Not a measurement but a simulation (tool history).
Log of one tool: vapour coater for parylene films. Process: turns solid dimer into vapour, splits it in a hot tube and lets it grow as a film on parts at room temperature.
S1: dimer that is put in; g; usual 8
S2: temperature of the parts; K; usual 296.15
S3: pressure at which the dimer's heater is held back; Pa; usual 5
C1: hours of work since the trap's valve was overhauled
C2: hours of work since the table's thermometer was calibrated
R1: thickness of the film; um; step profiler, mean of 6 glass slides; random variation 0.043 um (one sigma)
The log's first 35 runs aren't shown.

{"run": 36, "hour": 824.1, "S1": 5, "S2": 295.15, "S3": 3.44, "C1": 255, "C2": 1149, "R1": 4.13}
{"run": 37, "hour": 840.2, "S1": 5, "S2": 299.15, "S3": 4.34, "C1": 266, "C2": 1160, "R1": 3.7}
{"run": 38, "hour": 864.8, "S1": 10, "S2": 293.15, "S3": 3.9, "C1": 282, "C2": 1177, "R1": 8.49}
{"run": 39, "hour": 877.8, "S1": 9, "S2": 298.15, "S3": 4.9, "C1": 291, "C2": 1185, "R1": 6.65}
{"run": 40, "hour": 897.3, "S1": 3, "S2": 308.15, "S3": 2.42, "C1": 304, "C2": 1199, "R1": 2}
{"run": 41, "hour": 913.5, "S1": 3, "S2": 308.15, "S3": 2.42, "C1": 315, "C2": 1209, "R1": 2}
{"run": 42, "hour": 937.4, "S1": 7, "S2": 293.15, "S3": 2.42, "C1": 331, "C2": 1226, "R1": 6.19}
{"run": 43, "hour": 961.9, "S1": 9, "S2": 304.15, "S3": 4.71, "C1": 348, "C2": 1242, "R1": 5.87}
{"run": 44, "hour": 983.8, "S1": 7, "S2": 301.15, "S3": 4.71, "C1": 363, "C2": 1257, "R1": 4.8}
{"run": 45, "hour": 1014.0, "S1": 10, "S2": 289.15, "S3": 4.71, "C1": 383, "C2": 1277, "R1": 8.68}
{"run": 46, "hour": 1028.3, "S1": 8, "S2": 294.15, "S3": 5, "C1": 393, "C2": 1287, "R1": 6.24}
{"run": 47, "hour": 1048.2, "S1": 8, "S2": 297.15, "S3": 5, "C1": 406, "C2": 1300, "R1": 5.85}

4 ways to go on from here, each from the tool as it stands after run 47. What would each give?
{"run": "A", "hour": 1071.0, "S1": 7, "S2": 296.15, "S3": 11.24, "C1": 421, "C2": 1316, "R1": "?"}
{"run": "B", "hour": 1071.0, "S1": 4, "S2": 302.15, "S3": 5, "C1": 421, "C2": 1316, "R1": "?"}
{"run": "C", "hour": 1071.0, "S1": 4, "S2": 308.15, "S3": 9.95, "C1": 421, "C2": 1316, "R1": "?"}
{"run": "D", "hour": 1071.0, "S1": 8, "S2": 290.15, "S3": 2.36, "C1": 421, "C2": 1316, "R1": "?"}

run=A R1=4.59
run=B R1=2.7
run=C R1=2.13
run=D R1=7.31
Without the tool's hidden state the same runs would have given:
run=A R1=5.23
run=B R1=3.07
run=C R1=2.43
run=D R1=8.33
